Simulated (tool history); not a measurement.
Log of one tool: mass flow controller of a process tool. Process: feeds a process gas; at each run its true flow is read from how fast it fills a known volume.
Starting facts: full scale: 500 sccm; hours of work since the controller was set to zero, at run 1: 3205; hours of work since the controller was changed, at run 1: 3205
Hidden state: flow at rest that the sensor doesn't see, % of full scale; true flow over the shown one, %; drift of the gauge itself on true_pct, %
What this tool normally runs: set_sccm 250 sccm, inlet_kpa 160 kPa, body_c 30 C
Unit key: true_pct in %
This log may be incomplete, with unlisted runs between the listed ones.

run	hour	set_sccm	inlet_kpa	body_c	hours of work since the controller was set to zero	hours of work since the controller was changed	true_pct
1	0	250	160	30	3205	3205	96.7
2	134.1	250	160	22	3278	3278	96.23
3	296.7	250	160	30	3368	3368	96.69
4	380.5	250	160	30	3414	3414	96.61
5	526.7	250	160	30	3494	3494	96.57
6	646.2	250	160	30	3560	3560	96.54
7	794.6	250	160	30	3641	3641	96.52
8	922	250	147	30	3711	3711	96.5
9	1058.7	250	147	30	3786	3786	96.53
10	1173.9	250	147	30	3849	3849	96.48
11	1310.6	250	147	30	3924	3924	96.29
12	1418.7	250	147	30	3984	3984	96.39
13	1504.2	250	147	24	4031	4031	95.83
14	1625.9	250	147	24	4098	4098	95.94
15	1714.1	250	160	30	4146	4146	96.19
16	1845.6	250	160	30	4218	4218	96.19
17	1928.8	51	160	30	4264	4264	87.31
18	2006	51	160	30	4306	4306	87.26
19	2114	250	160	30	4366	4366	96
20	2213.3	250	232	30	4420	4420	95.49
21	2340.5	250	232	30	4490	4490	95.58
22	2464.6	106	160	30	4558	4558	92.22
23	2594.4	106	160	30	4629	4629	92.12
24	2690.1	65	160	30	4682	4682	88.65
25	2804.4	65	160	30	4745	4745	88.57
26	2932.8	181	160	23	4815	4815	94.06
27	3014	143	160	36	4860	4860	93.68
28	3140.3	77	188	20	4929	4929	88.8
29	3280.6	77	188	20	5006	5006	88.7
30	3411.5	77	187	24	5078	5078	88.93
31	3526.8	77	187	24	5141	5141	88.86
32	3680.7	89	149	24	5226	5226	89.93
# hour 3694.6: controller's zero set anew
33	3767.8	225	145	31	40	5274	93.89
34	3874	250	143	30	99	5332	94.2
35	4040.6	73	182	39	190	5423	84.38
36	4166.3	73	182	39	259	5492	84.52
37	4241.2	73	182	39	300	5534	84.34
# hour 4302: controller's zero set anew, once more
38	4349.9	73	182	39	26	5593	96.98
39	4419.6	54	173	40	65	5631	96.8
40	4497.2	257	277	31	107	5674	97.21
41	4586.3	110	192	22	156	5723	96.05
42	4676.8	78	163	29	206	5772	96.12
43	4826.8	111	265	22	288	5855	95.52
44	4978.2	403	162	25	371	5938	98.42
45	5104.1	403	162	25	440	6007	98.22
46	5263.6	250	224	30	528	6095	97.12
47	5371.8	64	200	39	587	6154	95.62

Here are 4 independent what-if runs from the current tool condition. What would each one return?
A	5528.1	250	177	30	673	6240	?
B	5528.1	443	186	34	673	6240	?
C	5528.1	207	183	39	673	6240	?
D	5528.1	250	178	30	673	6240	?

run	true_pct
A	97.15
B	98.85
C	97.35
D	97.22
Had the tool no hidden state, the same runs would have come out as:
run	true_pct
A	98.59
B	100.16
C	98.85
D	98.66

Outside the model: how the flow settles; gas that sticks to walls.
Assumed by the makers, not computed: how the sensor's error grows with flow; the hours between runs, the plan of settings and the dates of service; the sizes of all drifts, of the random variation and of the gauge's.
